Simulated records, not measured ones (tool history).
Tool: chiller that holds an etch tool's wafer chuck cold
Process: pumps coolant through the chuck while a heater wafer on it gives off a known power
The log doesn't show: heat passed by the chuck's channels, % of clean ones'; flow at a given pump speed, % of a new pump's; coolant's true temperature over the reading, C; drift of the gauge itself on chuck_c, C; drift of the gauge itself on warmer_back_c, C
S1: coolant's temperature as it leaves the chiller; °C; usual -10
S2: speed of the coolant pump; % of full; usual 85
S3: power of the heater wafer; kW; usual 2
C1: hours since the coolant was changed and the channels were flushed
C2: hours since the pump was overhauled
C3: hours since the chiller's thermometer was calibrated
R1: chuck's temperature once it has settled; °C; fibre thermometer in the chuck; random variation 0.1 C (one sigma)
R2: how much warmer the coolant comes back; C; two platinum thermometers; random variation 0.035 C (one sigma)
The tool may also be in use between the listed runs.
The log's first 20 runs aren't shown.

run,day,S1,S2,S3,C1,C2,C3,R1,R2
21,92.004,-2,89,1.67,2592,3232,2098,8,5.09
22,96.238,-6,90,1.393,2693,3334,2200,2,4.27
23,100.117,-6,90,1.393,2786,3427,2293,2,4.23
24,106.292,-17,89,1.928,2935,3575,2441,-5.6,5.84
25,112.167,-2,78,2.085,3076,3716,2582,11.8,7.24
26,115.988,-17,78,2.785,3167,3808,2674,1.6,9.71
27,121.071,0,93,1.748,3289,3930,2796,9.8,5.16
28,126.417,0,93,1.748,3418,4058,2924,9.9,5.18
29,129.296,-15,93,1.511,3487,4127,2993,-6.5,4.55
30,135.054,-10,77,2,3625,4265,3132,3.3,7.21
31,138.783,-8,86,1.734,3715,4355,3221,2.5,5.59

4 ways to go on from here, each from the tool as it stands after run 31. What would each give?
A,145.412,-8,85,2.132,3874,4514,3380,?,?
B,145.412,-16,83,2,3874,4514,3380,?,?
C,145.412,-1,71,2.788,3874,4514,3380,?,?
D,145.412,-10,75,1.706,3874,4514,3380,?,?

run,R1,R2
A,5.1,6.91
B,-3.4,6.65
C,19.2,10.77
D,1.9,6.34
Without the tool's hidden state the same runs would have given:
run,R1,R2
A,5.1,6.54
B,-3.5,6.28
C,19.2,10.4
D,1.8,5.98

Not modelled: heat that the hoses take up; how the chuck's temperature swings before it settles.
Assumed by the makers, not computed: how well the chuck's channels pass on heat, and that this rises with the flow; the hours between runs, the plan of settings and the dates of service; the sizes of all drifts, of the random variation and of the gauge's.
